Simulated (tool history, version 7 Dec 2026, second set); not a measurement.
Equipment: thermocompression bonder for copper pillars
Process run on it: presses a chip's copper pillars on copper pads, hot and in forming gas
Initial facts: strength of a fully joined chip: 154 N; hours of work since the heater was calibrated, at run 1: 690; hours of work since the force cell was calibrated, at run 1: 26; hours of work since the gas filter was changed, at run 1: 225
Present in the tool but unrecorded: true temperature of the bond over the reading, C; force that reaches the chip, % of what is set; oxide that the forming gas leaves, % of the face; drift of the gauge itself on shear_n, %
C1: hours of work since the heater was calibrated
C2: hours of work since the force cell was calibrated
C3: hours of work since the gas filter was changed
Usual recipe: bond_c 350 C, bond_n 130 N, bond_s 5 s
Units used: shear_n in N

Run 1, hour 0.0: usual settings; C1 690; C2 26; C3 225. Result: shear_n 91.2 N.
Run 2, hour 24.5: usual settings; C1 705; C2 42; C3 240. Result: shear_n 92.1 N.
Run 3, hour 43.0: usual settings; C1 717; C2 53; C3 252. Result: shear_n 93.5 N.
Run 4, hour 59.9: usual settings but bond_n 98 N; C1 727; C2 64; C3 262. Result: shear_n 72.0 N.
Run 5, hour 90.6: usual settings but bond_n 98 N, bond_s 7 s; C1 747; C2 83; C3 282. Result: shear_n 81.0 N.
Run 6, hour 114.3: usual settings but bond_n 98 N, bond_s 7 s; C1 761; C2 98; C3 296. Result: shear_n 82.0 N.
Run 7, hour 143.7: usual settings but bond_n 83 N, bond_s 4 s; C1 780; C2 117; C3 315. Result: shear_n 55.8 N.
At hour 148.1: heater calibrated with a thermocouple chip.
Run 8, hour 161.7: usual settings but bond_c 343 C, bond_n 95 N; C1 9; C2 127; C3 325. Result: shear_n 65.5 N.
Run 9, hour 174.2: usual settings but bond_c 367 C, bond_n 95 N, bond_s 3 s; C1 16; C2 135; C3 333. Result: shear_n 69.0 N.
Run 10, hour 202.7: usual settings but bond_c 364 C, bond_n 135 N, bond_s 13 s; C1 34; C2 152; C3 351. Result: shear_n 124.0 N.
Run 11, hour 215.2: usual settings but bond_c 337 C; C1 42; C2 160; C3 359. Result: shear_n 80.0 N.
Run 12, hour 238.0: usual settings but bond_c 348 C, bond_s 3 s; C1 57; C2 175; C3 373. Result: shear_n 76.4 N.

Branching from run 12: 3 alternative next runs. What would each branch give?
Run A, hour 252.7: usual settings but bond_c 373 C, bond_n 94 N; C1 66; C2 184; C3 382. Result: shear_n ?.
Run B, hour 252.7: usual settings but bond_c 361 C, bond_n 139 N, bond_s 3 s; C1 66; C2 184; C3 382. Result: shear_n ?.
Run C, hour 252.7: usual settings but bond_c 348 C, bond_s 14 s; C1 66; C2 184; C3 382. Result: shear_n ?.

run  shear_n
  A     84.5
  B     88.8
  C    113.9
What these runs would have given with no unlogged condition in the tool:
run  shear_n
  A     92.0
  B     96.8
  C    123.4
